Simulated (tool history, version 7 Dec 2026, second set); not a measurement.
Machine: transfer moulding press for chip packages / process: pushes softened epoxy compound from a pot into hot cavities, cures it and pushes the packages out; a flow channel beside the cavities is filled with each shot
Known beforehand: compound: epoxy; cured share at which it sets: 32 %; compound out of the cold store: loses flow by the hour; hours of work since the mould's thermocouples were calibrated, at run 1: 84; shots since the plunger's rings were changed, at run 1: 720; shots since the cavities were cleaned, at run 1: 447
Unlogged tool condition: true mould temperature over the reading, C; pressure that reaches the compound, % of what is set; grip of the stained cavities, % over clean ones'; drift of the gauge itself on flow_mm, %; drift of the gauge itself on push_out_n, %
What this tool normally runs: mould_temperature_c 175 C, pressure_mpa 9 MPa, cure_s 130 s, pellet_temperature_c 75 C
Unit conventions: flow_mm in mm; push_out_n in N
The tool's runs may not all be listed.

run,day,mould_temperature_c,pressure_mpa,cure_s,pellet_temperature_c,hours of work since the mould's thermocouples were calibrated,shots since the plunger's rings were changed,shots since the cavities were cleaned,incoming compound's hours out of the cold store,flow_mm,push_out_n
1,0,175,9,130,75,84,720,447,39.4,597,576
2,0.371,175,9,130,75,88,780,507,43.1,583,571
3,0.954,175,9,130,75,94,876,603,19.4,611,635
4,1.325,171,9,130,75,98,937,664,36.2,596,803
5,1.646,171,9,130,75,102,990,717,16.1,627,823
6,2.079,171,9,130,75,106,1060,787,31.2,603,816
7,2.404,171,9,130,75,110,1113,840,21.7,620,846
8,3.017,171,9,130,75,116,1214,941,8.8,644,900
9,3.488,171,9,130,84,121,1291,1018,26,610,873
# day 3.888: cavities cleaned with cleaning compound and waxed
10,4.183,171,8.09,130,84,128,1395,49,22.7,587,509
11,4.588,171,8.09,130,84,132,1461,115,12.9,598,578
12,4.975,168,9,133,75,136,1524,178,30.5,606,732
13,5.288,168,9,136,75,140,1576,230,18.7,626,772
14,5.633,175,7.83,130,75,144,1633,287,28.9,560,499
15,5.992,174,9,130,75,147,1691,345,19.7,604,558
16,6.608,174,9,130,75,154,1792,446,26.2,599,590
17,6.95,174,9,130,75,157,1848,502,31.7,585,601

Run 18 comes next. What will it give?
18,7.254,175,10.36,130,79,161,1898,552,34.1,?,?

flow_mm: 616 mm
push_out_n: 594 N
Were there no unlogged condition in the tool, this run, its random variation unchanged, would have produced flow_mm 642 mm, push_out_n 365 N.
